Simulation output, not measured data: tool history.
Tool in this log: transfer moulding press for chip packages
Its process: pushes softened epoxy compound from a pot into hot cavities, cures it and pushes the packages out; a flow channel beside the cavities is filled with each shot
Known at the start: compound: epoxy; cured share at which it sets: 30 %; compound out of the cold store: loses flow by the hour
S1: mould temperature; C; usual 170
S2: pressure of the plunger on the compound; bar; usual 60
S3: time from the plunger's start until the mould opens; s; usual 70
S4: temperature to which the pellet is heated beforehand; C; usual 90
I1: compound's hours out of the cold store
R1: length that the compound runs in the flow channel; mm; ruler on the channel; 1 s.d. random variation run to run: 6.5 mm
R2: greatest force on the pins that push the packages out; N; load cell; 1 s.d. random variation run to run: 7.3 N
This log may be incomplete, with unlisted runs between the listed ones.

{"run": 1, "day": 0.0, "S1": 170, "S2": 60, "S3": 70, "S4": 90, "I1": 13.6, "R1": 856, "R2": 302}
{"day": 0.338, "done": "cavities cleaned with cleaning compound and waxed"}
{"run": 2, "day": 1.062, "S1": 170, "S2": 60, "S3": 70, "S4": 90, "I1": 19.6, "R1": 852, "R2": 293}
{"day": 1.7, "done": "cavities cleaned with cleaning compound and waxed"}
{"run": 3, "day": 1.917, "S1": 170, "S2": 60, "S3": 70, "S4": 90, "I1": 45.4, "R1": 790, "R2": 279}
{"day": 2.446, "done": "plunger's sealing rings changed"}
{"run": 4, "day": 2.867, "S1": 170, "S2": 60, "S3": 70, "S4": 90, "I1": 45.3, "R1": 796, "R2": 294}
{"day": 3.096, "done": "cavities cleaned with cleaning compound and waxed"}
{"run": 5, "day": 4.142, "S1": 170, "S2": 60, "S3": 70, "S4": 90, "I1": 23.9, "R1": 842, "R2": 291}
{"day": 4.433, "done": "cavities cleaned with cleaning compound and waxed"}
{"run": 6, "day": 4.742, "S1": 170, "S2": 60, "S3": 70, "S4": 99, "I1": 27.5, "R1": 836, "R2": 302}
{"run": 7, "day": 5.412, "S1": 170, "S2": 56.6, "S3": 70, "S4": 90, "I1": 45.9, "R1": 764, "R2": 303}
{"day": 5.767, "done": "cavities cleaned with cleaning compound and waxed"}
{"run": 8, "day": 6.658, "S1": 170, "S2": 56.6, "S3": 70, "S4": 90, "I1": 31, "R1": 804, "R2": 298}
{"day": 7.088, "done": "cavities cleaned with cleaning compound and waxed"}
{"run": 9, "day": 7.338, "S1": 170, "S2": 56.6, "S3": 70, "S4": 90, "I1": 38.2, "R1": 788, "R2": 289}
{"day": 8.412, "done": "cavities cleaned with cleaning compound and waxed"}
{"run": 10, "day": 8.433, "S1": 170, "S2": 60, "S3": 70, "S4": 90, "I1": 29, "R1": 836, "R2": 310}
{"run": 11, "day": 9.621, "S1": 170, "S2": 72.4, "S3": 70, "S4": 90, "I1": 16, "R1": 942, "R2": 312}
{"day": 9.788, "done": "cavities cleaned with cleaning compound and waxed"}
{"run": 12, "day": 10.621, "S1": 170, "S2": 72.4, "S3": 70, "S4": 90, "I1": 35.4, "R1": 900, "R2": 307}
{"day": 11.1, "done": "cavities cleaned with cleaning compound and waxed"}
{"run": 13, "day": 11.725, "S1": 170, "S2": 72.4, "S3": 70, "S4": 90, "I1": 24.8, "R1": 922, "R2": 306}
{"day": 12.438, "done": "cavities cleaned with cleaning compound and waxed"}
{"run": 14, "day": 12.967, "S1": 175, "S2": 49.9, "S3": 70, "S4": 86, "I1": 46.3, "R1": 713, "R2": 245}
{"run": 15, "day": 13.65, "S1": 171, "S2": 60, "S3": 87, "S4": 98, "I1": 39.7, "R1": 796, "R2": 230}
{"day": 13.796, "done": "cavities cleaned with cleaning compound and waxed"}
{"run": 16, "day": 14.433, "S1": 169, "S2": 60, "S3": 87, "S4": 94, "I1": 47.4, "R1": 786, "R2": 231}
{"day": 15.221, "done": "plunger's sealing rings changed"}
{"day": 15.283, "done": "cavities cleaned with cleaning compound and waxed"}
{"run": 17, "day": 15.471, "S1": 173, "S2": 70.4, "S3": 76, "S4": 90, "I1": 22.2, "R1": 918, "R2": 246}
{"run": 18, "day": 16.129, "S1": 164, "S2": 53.9, "S3": 101, "S4": 81, "I1": 42.3, "R1": 761, "R2": 248}
{"day": 16.617, "done": "cavities cleaned with cleaning compound and waxed"}
{"run": 19, "day": 17.442, "S1": 170, "S2": 60, "S3": 67, "S4": 90, "I1": 9.3, "R1": 884, "R2": 352}
{"day": 17.992, "done": "cavities cleaned with cleaning compound and waxed"}
{"run": 20, "day": 18.229, "S1": 170, "S2": 54.5, "S3": 67, "S4": 95, "I1": 21, "R1": 806, "R2": 310}
{"day": 19.312, "done": "cavities cleaned with cleaning compound and waxed"}
{"run": 21, "day": 19.479, "S1": 177, "S2": 54.5, "S3": 67, "S4": 95, "I1": 21.9, "R1": 795, "R2": 245}
{"run": 22, "day": 20.325, "S1": 170, "S2": 51.5, "S3": 98, "S4": 90, "I1": 11.7, "R1": 814, "R2": 223}
{"day": 20.629, "done": "cavities cleaned with cleaning compound and waxed"}
{"run": 23, "day": 21.05, "S1": 166, "S2": 48.8, "S3": 58, "S4": 86, "I1": 37.9, "R1": 731, "R2": 613}
{"day": 21.946, "done": "cavities cleaned with cleaning compound and waxed"}
{"run": 24, "day": 22.246, "S1": 165, "S2": 62.8, "S3": 60, "S4": 86, "I1": 32.2, "R1": 856, "R2": 624}
{"day": 23.279, "done": "cavities cleaned with cleaning compound and waxed"}
{"run": 25, "day": 23.279, "S1": 173, "S2": 60, "S3": 77, "S4": 89, "I1": 27.9, "R1": 828, "R2": 240}
{"run": 26, "day": 24.192, "S1": 171, "S2": 57.8, "S3": 69, "S4": 93, "I1": 17, "R1": 847, "R2": 308}

Branching from run 26: 5 alternative next runs. What would each branch give?
{"day": 24.596, "done": "cavities cleaned with cleaning compound and waxed"}
{"run": "A", "day": 24.942, "S1": 171, "S2": 56.1, "S3": 81, "S4": 99, "I1": 42.5, "R1": "?", "R2": "?"}
{"day": 24.596, "done": "cavities cleaned with cleaning compound and waxed"}
{"run": "B", "day": 24.942, "S1": 171, "S2": 48.3, "S3": 60, "S4": 88, "I1": 32.9, "R1": "?", "R2": "?"}
{"day": 24.596, "done": "cavities cleaned with cleaning compound and waxed"}
{"run": "C", "day": 24.942, "S1": 171, "S2": 55.1, "S3": 99, "S4": 89, "I1": 40.7, "R1": "?", "R2": "?"}
{"day": 24.596, "done": "cavities cleaned with cleaning compound and waxed"}
{"run": "D", "day": 24.942, "S1": 170, "S2": 57.8, "S3": 74, "S4": 93, "I1": 11.2, "R1": "?", "R2": "?"}
{"day": 24.596, "done": "cavities cleaned with cleaning compound and waxed"}
{"run": "E", "day": 24.942, "S1": 171, "S2": 66.8, "S3": 56, "S4": 94, "I1": 20.5, "R1": "?", "R2": "?"}

run=A R1=771 R2=237
run=B R1=741 R2=417
run=C R1=763 R2=231
run=D R1=845 R2=270
run=E R1=901 R2=499
Stripped of hidden state, with their random variation kept, the same runs would have yielded:
run=A R1=772 R2=236
run=B R1=742 R2=416
run=C R1=764 R2=231
run=D R1=846 R2=269
run=E R1=902 R2=498
